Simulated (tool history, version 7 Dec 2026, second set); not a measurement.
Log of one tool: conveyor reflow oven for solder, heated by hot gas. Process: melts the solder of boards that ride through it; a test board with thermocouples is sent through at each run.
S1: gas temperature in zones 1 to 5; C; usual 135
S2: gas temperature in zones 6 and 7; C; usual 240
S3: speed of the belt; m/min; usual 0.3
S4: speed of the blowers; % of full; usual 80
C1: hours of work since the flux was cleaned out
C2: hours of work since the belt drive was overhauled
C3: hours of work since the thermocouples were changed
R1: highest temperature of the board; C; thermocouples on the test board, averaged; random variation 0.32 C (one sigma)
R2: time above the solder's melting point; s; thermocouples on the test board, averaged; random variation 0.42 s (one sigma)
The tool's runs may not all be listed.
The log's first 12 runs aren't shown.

{"run": 13, "hour": 602.7, "S1": 135, "S2": 240, "S3": 0.3, "S4": 50, "C1": 240, "C2": 745, "C3": 136, "R1": 216.4, "R2": 85.5}
{"hour": 645.3, "done": "belt drive overhauled, speed set with a stopwatch"}
{"run": 14, "hour": 667.1, "S1": 135, "S2": 240, "S3": 0.3, "S4": 50, "C1": 265, "C2": 9, "C3": 160, "R1": 216.5, "R2": 85.4}
{"run": 15, "hour": 709.2, "S1": 135, "S2": 240, "S3": 0.3, "S4": 50, "C1": 281, "C2": 26, "C3": 177, "R1": 216.5, "R2": 84.3}
{"run": 16, "hour": 757.1, "S1": 135, "S2": 240, "S3": 0.3, "S4": 69, "C1": 301, "C2": 45, "C3": 196, "R1": 221.4, "R2": 92.6}
{"run": 17, "hour": 827.1, "S1": 135, "S2": 248, "S3": 0.3, "S4": 66, "C1": 329, "C2": 73, "C3": 224, "R1": 227.6, "R2": 97.8}
{"run": 18, "hour": 893.3, "S1": 135, "S2": 254, "S3": 0.281, "S4": 80, "C1": 355, "C2": 99, "C3": 251, "R1": 238.2, "R2": 115.2}
{"run": 19, "hour": 949.3, "S1": 135, "S2": 254, "S3": 0.281, "S4": 80, "C1": 378, "C2": 122, "C3": 273, "R1": 237.9, "R2": 115.8}
{"hour": 977.9, "done": "flux residue cleaned out of gas plates and filters"}
{"run": 20, "hour": 1000.0, "S1": 146, "S2": 242, "S3": 0.304, "S4": 76, "C1": 9, "C2": 140, "C3": 292, "R1": 225.5, "R2": 102.2}
{"run": 21, "hour": 1055.5, "S1": 146, "S2": 242, "S3": 0.304, "S4": 76, "C1": 31, "C2": 162, "C3": 314, "R1": 226, "R2": 102.2}
{"run": 22, "hour": 1130.3, "S1": 146, "S2": 242, "S3": 0.304, "S4": 76, "C1": 61, "C2": 192, "C3": 344, "R1": 225.1, "R2": 101.8}
{"run": 23, "hour": 1178.1, "S1": 135, "S2": 235, "S3": 0.266, "S4": 80, "C1": 80, "C2": 211, "C3": 363, "R1": 222.2, "R2": 108.4}
{"run": 24, "hour": 1212.7, "S1": 135, "S2": 235, "S3": 0.266, "S4": 80, "C1": 94, "C2": 225, "C3": 377, "R1": 222.5, "R2": 108.3}
{"run": 25, "hour": 1260.0, "S1": 135, "S2": 235, "S3": 0.341, "S4": 53, "C1": 113, "C2": 244, "C3": 396, "R1": 208.2, "R2": 63.1}
{"run": 26, "hour": 1302.7, "S1": 148, "S2": 240, "S3": 0.3, "S4": 79, "C1": 130, "C2": 261, "C3": 413, "R1": 225.5, "R2": 104.7}
{"run": 27, "hour": 1346.6, "S1": 135, "S2": 240, "S3": 0.3, "S4": 50, "C1": 148, "C2": 279, "C3": 430, "R1": 216.3, "R2": 85}
{"run": 28, "hour": 1392.8, "S1": 125, "S2": 240, "S3": 0.277, "S4": 80, "C1": 166, "C2": 297, "C3": 449, "R1": 224.2, "R2": 99.2}
{"run": 29, "hour": 1444.6, "S1": 125, "S2": 251, "S3": 0.277, "S4": 53, "C1": 187, "C2": 318, "C3": 469, "R1": 227.7, "R2": 101.5}
{"run": 30, "hour": 1511.5, "S1": 125, "S2": 251, "S3": 0.256, "S4": 70, "C1": 214, "C2": 345, "C3": 496, "R1": 235.2, "R2": 119.1}
{"run": 31, "hour": 1565.0, "S1": 125, "S2": 251, "S3": 0.256, "S4": 70, "C1": 235, "C2": 366, "C3": 518, "R1": 234.7, "R2": 118.8}
{"run": 32, "hour": 1647.7, "S1": 135, "S2": 248, "S3": 0.3, "S4": 80, "C1": 268, "C2": 399, "C3": 551, "R1": 230.8, "R2": 101.6}

3 ways to go on from here, each from the tool as it stands after run 32. What would each give?
{"run": "A", "hour": 1714.4, "S1": 136, "S2": 248, "S3": 0.3, "S4": 66, "C1": 295, "C2": 426, "C3": 577, "R1": "?", "R2": "?"}
{"run": "B", "hour": 1714.4, "S1": 135, "S2": 250, "S3": 0.3, "S4": 80, "C1": 295, "C2": 426, "C3": 577, "R1": "?", "R2": "?"}
{"run": "C", "hour": 1714.4, "S1": 129, "S2": 248, "S3": 0.3, "S4": 55, "C1": 295, "C2": 426, "C3": 577, "R1": "?", "R2": "?"}

run=A R1=228.3 R2=99.3
run=B R1=232.5 R2=104.4
run=C R1=223.1 R2=91.1
Without the tool's hidden state the same runs would have given:
run=A R1=228.4 R2=99.4
run=B R1=232.6 R2=104.4
run=C R1=223.2 R2=91.2
